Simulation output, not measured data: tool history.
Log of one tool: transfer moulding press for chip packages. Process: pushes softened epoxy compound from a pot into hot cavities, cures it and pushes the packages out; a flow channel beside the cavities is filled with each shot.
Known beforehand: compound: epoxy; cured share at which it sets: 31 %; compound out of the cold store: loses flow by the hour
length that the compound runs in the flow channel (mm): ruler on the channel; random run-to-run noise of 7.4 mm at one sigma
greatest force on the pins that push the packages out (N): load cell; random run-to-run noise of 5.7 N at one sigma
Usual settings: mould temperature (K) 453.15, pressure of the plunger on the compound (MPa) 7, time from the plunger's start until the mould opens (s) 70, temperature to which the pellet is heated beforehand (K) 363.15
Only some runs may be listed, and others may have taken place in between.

run,day,mould temperature (K),pressure of the plunger on the compound (MPa),time from the plunger's start until the mould opens (s),temperature to which the pellet is heated beforehand (K),incoming compound's hours out of the cold store,length that the compound runs in the flow channel (mm),greatest force on the pins that push the packages out (N)
1,0,453.15,7,70,363.15,11.4,794,290
2,1.488,453.15,7,70,363.15,29.2,760,346
# day 2.192: cavities cleaned with cleaning compound and waxed
3,3.221,453.15,8.44,70,363.15,10.4,870,420
4,4.629,453.15,8.44,70,363.15,27.6,811,431
# day 5.904: cavities cleaned with cleaning compound and waxed
5,6.492,453.15,8.44,70,363.15,27.6,813,226
# day 8.212: plunger's sealing rings changed
6,8.362,453.15,8.44,70,363.15,35.9,891,301
# day 9.692: cavities cleaned with cleaning compound and waxed
7,9.946,453.15,7,70,363.15,18.8,864,219
# day 12.096: cavities cleaned with cleaning compound and waxed, once more
8,12.454,453.15,7,70,363.15,17.7,855,216
9,13.746,453.15,7,70,363.15,44.5,781,276
# day 15.85: cavities cleaned with cleaning compound and waxed
10,16.608,453.15,7,52,363.15,30.7,812,429
11,18.971,453.15,7,52,363.15,42,764,606
# day 19.533: cavities cleaned with cleaning compound and waxed
12,21.817,453.15,7,52,363.15,25.6,815,596
# day 23.229: cavities cleaned with cleaning compound and waxed
13,24.021,453.15,7,52,363.15,14.9,823,460
# day 25.292: mould's thermocouples calibrated
14,26.2,453.15,7,52,363.15,24.9,784,651
# day 26.917: cavities cleaned with cleaning compound and waxed
15,29.121,453.15,7,52,363.15,21.2,782,621
# day 30.683: cavities cleaned with cleaning compound and waxed
16,30.967,445.15,7,70,363.15,29.7,783,340
17,32.208,453.15,5.47,70,363.15,34.2,663,282

The next listed run, before its measurement:
18,34.208,453.15,5.47,70,355.15,8.5,?,?

{"run 18": {"length that the compound runs in the flow channel (mm)": 708, "greatest force on the pins that push the packages out (N)": 369}}
The same run, on a tool lacking any hidden state, would have yielded length that the compound runs in the flow channel (mm) 779, greatest force on the pins that push the packages out (N) 205.

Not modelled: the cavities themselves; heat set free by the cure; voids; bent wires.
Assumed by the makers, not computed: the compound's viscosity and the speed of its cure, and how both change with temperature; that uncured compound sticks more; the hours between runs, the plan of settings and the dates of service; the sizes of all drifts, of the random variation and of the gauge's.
